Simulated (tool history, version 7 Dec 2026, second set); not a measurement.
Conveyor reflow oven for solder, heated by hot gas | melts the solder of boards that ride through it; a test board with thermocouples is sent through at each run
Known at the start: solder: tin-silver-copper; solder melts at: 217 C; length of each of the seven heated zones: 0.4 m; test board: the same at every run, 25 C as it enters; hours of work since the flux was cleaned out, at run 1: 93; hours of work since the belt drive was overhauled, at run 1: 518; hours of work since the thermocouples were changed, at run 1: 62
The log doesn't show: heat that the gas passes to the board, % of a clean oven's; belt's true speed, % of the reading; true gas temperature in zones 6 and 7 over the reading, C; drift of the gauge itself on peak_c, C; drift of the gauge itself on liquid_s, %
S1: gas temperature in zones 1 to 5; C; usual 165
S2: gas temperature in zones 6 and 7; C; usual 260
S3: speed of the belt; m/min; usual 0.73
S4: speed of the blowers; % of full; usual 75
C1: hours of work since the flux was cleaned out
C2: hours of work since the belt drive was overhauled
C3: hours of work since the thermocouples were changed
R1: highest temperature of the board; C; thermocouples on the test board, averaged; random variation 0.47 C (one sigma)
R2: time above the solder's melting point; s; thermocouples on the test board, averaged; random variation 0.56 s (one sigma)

run  hour   S1   S2    S3  S4   C1   C2  C3     R1    R2
  1     0  165  260  0.73  75   93  518  62  243.7  40.1
  2   9.5  165  260  0.73  75  101  525  69  243.1    40
  3  14.1  165  264  0.73  75  104  529  73  246.3  42.9
  4  19.7  165  264  0.73  75  108  533  77  247.5  42.6
  5  25.7  165  260  0.73  76  113  538  82  242.9  40.6
  6  31.6  165  260  0.73  76  117  542  86  243.5  40.4

The next listed run, before its measurement:
  7  40.8  165  260  0.73  76  124  549  93   ?   ?

{"run 7": {"R1": 243.5, "R2": 41}}
Without the tool's hidden state the same run would have given R1 243.6 C, R2 41 s.
